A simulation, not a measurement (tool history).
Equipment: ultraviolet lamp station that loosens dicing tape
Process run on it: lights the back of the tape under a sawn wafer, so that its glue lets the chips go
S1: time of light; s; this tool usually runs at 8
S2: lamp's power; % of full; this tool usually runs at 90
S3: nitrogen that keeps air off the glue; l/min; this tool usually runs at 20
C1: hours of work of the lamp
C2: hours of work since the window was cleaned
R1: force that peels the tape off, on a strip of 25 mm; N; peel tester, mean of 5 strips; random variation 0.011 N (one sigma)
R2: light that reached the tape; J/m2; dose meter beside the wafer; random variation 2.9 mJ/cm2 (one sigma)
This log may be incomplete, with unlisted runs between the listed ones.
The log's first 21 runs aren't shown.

run	day	S1	S2	S3	C1	C2	R1	R2
22	52.154	5	71	34	646	120	2.19	1550
23	55.154	11	71	29	680	153	0.718	3210
24	58.5	11	71	29	718	191	0.811	3180
25	60.004	8	97	20	735	208	0.919	3070
# day 62.775: window cleaned of glue's vapour
26	63.617	8	97	20	775	9	0.788	3340
27	67.021	5	90	20	814	48	1.876	1900
28	68.962	5	90	20	835	70	1.967	1870
# day 72.492: lamp changed
29	72.588	5	90	20	1	110	1.268	2490
30	74.721	8	89	20	25	134	0.564	3870
31	76.3	16	89	12	43	152	0.157	7660

What if the next run were any one of these 5? Each begins from the tool's condition after run 31:
A	79.392	11	90	20	78	187	?	?
B	79.392	16	90	12	78	187	?	?
C	79.392	9	99	10	78	187	?	?
D	79.392	9	65	7	78	187	?	?
E	79.392	10	90	20	78	187	?	?

run	R1	R2
A	0.3	5180
B	0.183	7560
C	0.553	4680
D	1.34	3030
E	0.387	4700
What these runs would have given with no unlogged condition in the tool:
run	R1	R2
A	0.228	5830
B	0.15	8500
C	0.427	5260
D	1.118	3410
E	0.293	5290

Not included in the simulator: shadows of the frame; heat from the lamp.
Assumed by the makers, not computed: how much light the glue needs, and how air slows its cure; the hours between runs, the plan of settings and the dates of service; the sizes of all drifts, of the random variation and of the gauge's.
